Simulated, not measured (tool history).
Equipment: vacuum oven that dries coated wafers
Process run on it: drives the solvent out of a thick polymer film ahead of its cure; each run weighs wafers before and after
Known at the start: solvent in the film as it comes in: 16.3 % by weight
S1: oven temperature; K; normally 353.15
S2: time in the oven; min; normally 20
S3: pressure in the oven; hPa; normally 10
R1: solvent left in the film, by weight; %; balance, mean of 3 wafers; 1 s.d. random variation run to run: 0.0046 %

run 1 day=0 | S1=353.15 S2=20 S3=10 | R1=3.119
run 2 day=1 | S1=353.15 S2=20 S3=6.2 | R1=2.947
run 3 day=2.075 | S1=353.15 S2=20 S3=10 | R1=3.133
run 4 day=2.975 | S1=353.15 S2=35 S3=10 | R1=1.442
run 5 day=4.571 | S1=353.15 S2=35 S3=10 | R1=1.434
run 6 day=6.204 | S1=353.15 S2=35 S3=10 | R1=1.44
run 7 day=6.938 | S1=353.15 S2=20 S3=10 | R1=3.134
run 8 day=7.783 | S1=353.15 S2=20 S3=10.3 | R1=3.143
-- day=7.933 vacuum gauge cleaned of residue and calibrated
run 9 day=9.458 | S1=365.15 S2=20 S3=10 | R1=1.033
run 10 day=10.254 | S1=353.15 S2=20 S3=23.1 | R1=3.861
run 11 day=11.417 | S1=353.15 S2=20 S3=23.1 | R1=3.861
-- day=11.908 vacuum gauge cleaned of residue and calibrated, once more
run 12 day=13.129 | S1=353.15 S2=20 S3=23.1 | R1=3.542
run 13 day=13.892 | S1=353.15 S2=20 S3=23.1 | R1=3.549
run 14 day=15.621 | S1=353.15 S2=20 S3=23.1 | R1=3.543
run 15 day=17.017 | S1=342.15 S2=17 S3=5.9 | R1=6.68
run 16 day=18.571 | S1=339.15 S2=35 S3=5.9 | R1=4.272
-- day=19.554 oven's thermocouples calibrated
run 17 day=19.583 | S1=339.15 S2=35 S3=5.9 | R1=4.372
run 18 day=20.429 | S1=339.15 S2=35 S3=5.9 | R1=4.374
run 19 day=21.7 | S1=351.15 S2=14 S3=5.9 | R1=4.987
run 20 day=23.388 | S1=363.15 S2=32 S3=35.6 | R1=1.469
run 21 day=24.788 | S1=362.15 S2=17 S3=14.2 | R1=1.766
run 22 day=26.204 | S1=362.15 S2=17 S3=14.2 | R1=1.772

For some of the steps in R1 from one run to the next: how much would appear even if the tool had no hidden state, given the settings, what came in and random variation, and how much remains for the hidden state plus any gauge scatter that the measured result and the result without hidden state don't share?
The hidden state here: true wafer temperature over the reading, C; true pressure over the reading, kPa; drift of the gauge itself on solvent_pct, %.
Run 8 -> 9: S1 353.15 -> 365.15, S3 10.3 -> 10, vacuum gauge cleaned of residue and calibrated. R1 -2.11 %: hidden state +0.099, all else -2.209.
Run 11 -> 12: vacuum gauge cleaned of residue and calibrated, once more. R1 -0.319 %: hidden state -0.311, all else -0.008.
Run 14 -> 15: S1 353.15 -> 342.15, S2 20 -> 17, S3 23.1 -> 5.9. R1 +3.137 %: hidden state -0.01, all else +3.147.
Run 19 -> 20: S1 351.15 -> 363.15, S2 14 -> 32, S3 5.9 -> 35.6. R1 -3.518 %: hidden state +0.045, all else -3.563.

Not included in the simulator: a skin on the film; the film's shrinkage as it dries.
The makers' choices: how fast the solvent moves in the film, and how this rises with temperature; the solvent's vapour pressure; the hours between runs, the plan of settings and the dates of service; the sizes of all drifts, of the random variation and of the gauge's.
